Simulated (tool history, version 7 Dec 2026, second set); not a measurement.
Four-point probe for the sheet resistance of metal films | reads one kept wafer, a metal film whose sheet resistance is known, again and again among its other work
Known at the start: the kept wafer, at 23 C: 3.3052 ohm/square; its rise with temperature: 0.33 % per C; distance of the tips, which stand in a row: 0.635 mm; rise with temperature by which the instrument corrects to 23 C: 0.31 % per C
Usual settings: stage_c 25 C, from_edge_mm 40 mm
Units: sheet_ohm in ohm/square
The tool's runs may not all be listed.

run      day  stage_c  from_edge_mm  sheet_ohm
  1        0       25            40    3.29075
  2    4.246       25            40   3.290515
  3    8.496       25            40   3.290685
  4   11.608       25            40   3.288937
  5   16.229       25            40   3.289519
  6   18.775       25            40   3.289898
  7   23.271       25            27   3.288238
  8   26.633       25            27   3.289114
  9   30.221       30            40   3.291145
 10   34.129       30            40   3.290342
 11   38.367       30            40   3.290575
 12    43.45       30            40   3.289638
 13   46.625       22            40   3.285108
 14   50.312       22            40   3.284778
      54.042  -- stage's thermometer calibrated
 15   54.721       22            40   3.273729
 16   59.496       25            40   3.278086
 17   62.633       25            68   3.276726
 18   65.775       25            40   3.275562
 19   70.583       25            40   3.274878
 20   73.379       25            40   3.275029
      74.254  -- new probe head fitted
 21   76.925       25            40   3.321272
 22   81.538       25            40   3.320868
 23   87.558       30            16   3.325571
 24    92.15       30            16   3.324859
 25   96.292       30            27   3.323602
 26  101.712       33            22   3.324151
 27  105.975       33            22   3.324624
 28  111.812       33            22   3.324461
 29  114.962       25            43   3.318528
 30  120.512       25            43   3.316673
 31  123.138       25            19   3.317531
 32  128.738       29            15   3.320918
 33  132.321       25             4   3.360524
 34  137.342       20             7   3.327601
 35  143.212       20             7   3.326248
 36  148.562       20             7   3.325991
 37  151.996       27             4   3.359464
 38  154.767       25             4   3.358393
 39    160.5       19            64   3.308805
 40  165.975       32             7   3.331293
 41  169.983       25             6   3.331558
 42  175.125       25             6   3.330832
 43  179.633       25             6   3.331379
 44  185.412       27            16   3.315132

Some steps in sheet_ohm between neighbouring runs. How much of each would the tool show without its hidden state too (settings, what came in, random variation), and how much is left for the hidden state, with any gauge scatter that isn't in both results?
The hidden state here: inner tips' distance over the nominal, %; tips' flats over new ones', %; wafer's true temperature over the reading, C; drift of the gauge itself on sheet_ohm, %.
Run 14 -> 15: stage's thermometer calibrated. sheet_ohm -0.011049 ohm/square: hidden state -0.008619, all else -0.00243.
Run 20 -> 21: new probe head fitted. sheet_ohm +0.046243 ohm/square: hidden state +0.046493, all else -0.00025.
Run 32 -> 33: stage_c 29 -> 25, from_edge_mm 15 -> 4. sheet_ohm +0.039606 ohm/square: hidden state -0.000221, all else +0.039827.
Run 38 -> 39: stage_c 25 -> 19, from_edge_mm 4 -> 64. sheet_ohm -0.049588 ohm/square: hidden state -0.000575, all else -0.049013.
Run 39 -> 40: stage_c 19 -> 32, from_edge_mm 64 -> 7. sheet_ohm +0.022488 ohm/square: hidden state -0.000617, all else +0.023105.

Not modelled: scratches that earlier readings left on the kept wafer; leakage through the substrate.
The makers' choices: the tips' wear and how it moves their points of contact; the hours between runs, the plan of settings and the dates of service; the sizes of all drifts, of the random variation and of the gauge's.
